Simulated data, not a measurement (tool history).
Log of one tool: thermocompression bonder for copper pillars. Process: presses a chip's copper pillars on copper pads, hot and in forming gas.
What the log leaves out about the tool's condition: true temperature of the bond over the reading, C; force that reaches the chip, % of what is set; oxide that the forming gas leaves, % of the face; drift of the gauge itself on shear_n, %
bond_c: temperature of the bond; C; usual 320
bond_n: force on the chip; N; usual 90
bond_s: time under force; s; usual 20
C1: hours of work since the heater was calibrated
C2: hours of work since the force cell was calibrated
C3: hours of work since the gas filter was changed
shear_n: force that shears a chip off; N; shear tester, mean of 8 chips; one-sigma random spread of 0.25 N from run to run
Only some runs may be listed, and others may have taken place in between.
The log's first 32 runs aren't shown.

Run 33, hour 446.8: usual settings but bond_c 327 C, bond_n 56 N, bond_s 31 s; C1 580; C2 304; C3 103. Result: shear_n 46.2 N.
Run 34, hour 462.8: usual settings but bond_c 327 C, bond_n 107 N, bond_s 16 s; C1 587; C2 312; C3 111. Result: shear_n 55.9 N.
Run 35, hour 478.3: usual settings but bond_c 326 C, bond_n 67 N, bond_s 19 s; C1 595; C2 319; C3 118. Result: shear_n 42.9 N.
Run 36, hour 490.1: usual settings but bond_c 305 C, bond_n 76 N, bond_s 15 s; C1 600; C2 325; C3 124. Result: shear_n 31.5 N.
Run 37, hour 506.8: usual settings but bond_c 341 C, bond_s 46 s; C1 608; C2 333; C3 132. Result: shear_n 81.2 N.
Run 38, hour 525.9: usual settings but bond_c 304 C, bond_n 77 N; C1 618; C2 342; C3 141. Result: shear_n 35.9 N.
Run 39, hour 535.9: usual settings but bond_c 304 C, bond_n 77 N; C1 622; C2 347; C3 146. Result: shear_n 35.5 N.
Run 40, hour 547.7: usual settings but bond_c 333 C; C1 628; C2 352; C3 152. Result: shear_n 57.6 N.

Branching from run 40: 3 alternative next runs. What would each branch give?
Run A, hour 556.9: usual settings but bond_s 18 s; C1 632; C2 357; C3 156. Result: shear_n ?.
Run B, hour 556.9: usual settings but bond_n 92 N, bond_s 12 s; C1 632; C2 357; C3 156. Result: shear_n ?.
Run C, hour 556.9: usual settings but bond_c 330 C, bond_s 13 s; C1 632; C2 357; C3 156. Result: shear_n ?.

run  shear_n
  A       47
  B     40.7
  C     47.5
Stripped of hidden state, with their random variation kept, the same runs would have yielded:
run  shear_n
  A     46.1
  B     39.8
  C     46.6

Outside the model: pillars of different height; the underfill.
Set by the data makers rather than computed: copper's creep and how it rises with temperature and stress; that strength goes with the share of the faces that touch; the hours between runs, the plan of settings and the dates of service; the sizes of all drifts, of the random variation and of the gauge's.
